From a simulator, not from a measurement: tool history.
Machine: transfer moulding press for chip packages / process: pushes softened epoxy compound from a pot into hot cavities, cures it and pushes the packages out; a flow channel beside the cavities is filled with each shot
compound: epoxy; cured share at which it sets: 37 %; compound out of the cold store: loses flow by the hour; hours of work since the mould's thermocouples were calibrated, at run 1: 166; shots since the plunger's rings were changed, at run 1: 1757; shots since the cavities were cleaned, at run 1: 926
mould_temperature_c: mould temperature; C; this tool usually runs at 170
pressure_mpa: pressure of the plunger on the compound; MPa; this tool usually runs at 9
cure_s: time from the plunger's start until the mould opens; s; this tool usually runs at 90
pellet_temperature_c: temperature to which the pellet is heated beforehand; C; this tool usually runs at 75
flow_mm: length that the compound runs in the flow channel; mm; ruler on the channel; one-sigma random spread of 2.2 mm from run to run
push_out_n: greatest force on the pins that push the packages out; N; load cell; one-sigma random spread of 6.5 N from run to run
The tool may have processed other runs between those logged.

run    day  mould_temperature_c  pressure_mpa  cure_s  pellet_temperature_c  hours of work since the mould's thermocouples were calibrated  shots since the plunger's rings were changed  shots since the cavities were cleaned  incoming compound's hours out of the cold store  flow_mm  push_out_n
  1      0                  170             9      90                    75                                                            166                                          1757                                    926                                             23.5      558         256
     0.171  -- cavities cleaned with cleaning compound and waxed
  2  0.412                  170             9      90                    75                                                            170                                          1836                                     55                                              8.4      604         275
  3  0.583                  170             9      90                    71                                                            172                                          1875                                     94                                             41.2      506         249
  4  0.858                  170             9      90                    71                                                            176                                          1938                                    157                                             29.1      539         263
  5  1.204                  170             9      90                    71                                                            180                                          2016                                    235                                             41.2      509         258
  6  1.542                  165             9      90                    75                                                            183                                          2094                                    313                                             16.2      584         385
  7  1.846                  165             9      90                    75                                                            187                                          2163                                    382                                             29.4      546         348
  8  2.242                  165             9      90                    75                                                            192                                          2253                                    472                                             38.3      522         349
  9  2.583                  170             9      80                    75                                                            196                                          2331                                    550                                             42.6      505         331
 10  2.846                  170             9      90                    75                                                            199                                          2390                                    609                                             10.1      595         269
 11  3.171                  170             9      90                    75                                                            202                                          2465                                    684                                             43.7      501         252
 12  3.454                  170             9      90                    75                                                            206                                          2529                                    748                                             28.3      546         262
 13  3.729                  170             9      90                    75                                                            209                                          2592                                    811                                             25.1      548         272
 14  4.117                  170             9      90                    75                                                            213                                          2680                                    899                                             28.2      543         259
     4.379  -- cavities cleaned with cleaning compound and waxed
 15  4.379                  170             9      90                    84                                                            216                                          2726                                      0                                             41.4      503         251
 16  4.738                  170          7.45      90                    67                                                            220                                          2807                                     81                                             20.5      514         269
 17  5.108                  170             9      90                    72                                                            224                                          2891                                    165                                             25.4      552         269
 18  5.471                  173          8.64      90                    75                                                            228                                          2974                                    248                                               45      484         204
 19  5.733                  174          7.91      90                    75                                                            231                                          3034                                    308                                             28.6      503         229
      5.95  -- plunger's sealing rings changed
 20  6.104                  170           8.4      90                    75                                                            235                                            36                                    369                                             37.6      499         255
 21    6.5                  170          8.41      90                    75                                                            239                                           126                                    459                                             46.3      485         241
 22  6.875                  170          8.41      90                    75                                                            244                                           211                                    544                                             39.2      497         252
 23  7.162                  169             9     113                    81                                                            247                                           277                                    610                                             16.3      582         202
 24  7.338                  171             9     113                    65                                                            249                                           317                                    650                                             22.8      555         197
 25  7.708                  177          7.15     113                    72                                                            253                                           400                                    733                                             18.9      501         193
 26  7.992                  177          7.15     113                    80                                                            257                                           465                                    798                                             16.2      505         180
 27   8.25                  169          7.71     113                    70                                                            260                                           524                                    857                                             17.8      531         206
 28  8.538                  168             9     113                    69                                                            263                                           589                                    922                                              9.4      598         222
     8.729  -- cavities cleaned with cleaning compound and waxed
 29  8.979                  168          9.71      71                    85                                                            267                                           676                                     57                                             39.6      534         481

Below are 4 alternative next runs, each starting from the tool's condition after run 29. Predict each:
  A  9.383                  162          9.71      71                    82                                                            272                                           768                                    149                                             36.6        ?           ?
  B  9.383                  168          9.71     117                    84                                                            272                                           768                                    149                                               12        ?           ?
  C  9.383                  170          7.35     110                    75                                                            272                                           768                                    149                                             21.3        ?           ?
  D  9.383                  176             9     107                    75                                                            272                                           768                                    149                                              9.6        ?           ?

run  flow_mm  push_out_n
  A      548         657
  B      618         202
  C      511         193
  D      593         197
The same runs, with their run-to-run variation unchanged, on a tool lacking any hidden condition would have given:
run  flow_mm  push_out_n
  A      548         655
  B      618         201
  C      511         193
  D      593         197

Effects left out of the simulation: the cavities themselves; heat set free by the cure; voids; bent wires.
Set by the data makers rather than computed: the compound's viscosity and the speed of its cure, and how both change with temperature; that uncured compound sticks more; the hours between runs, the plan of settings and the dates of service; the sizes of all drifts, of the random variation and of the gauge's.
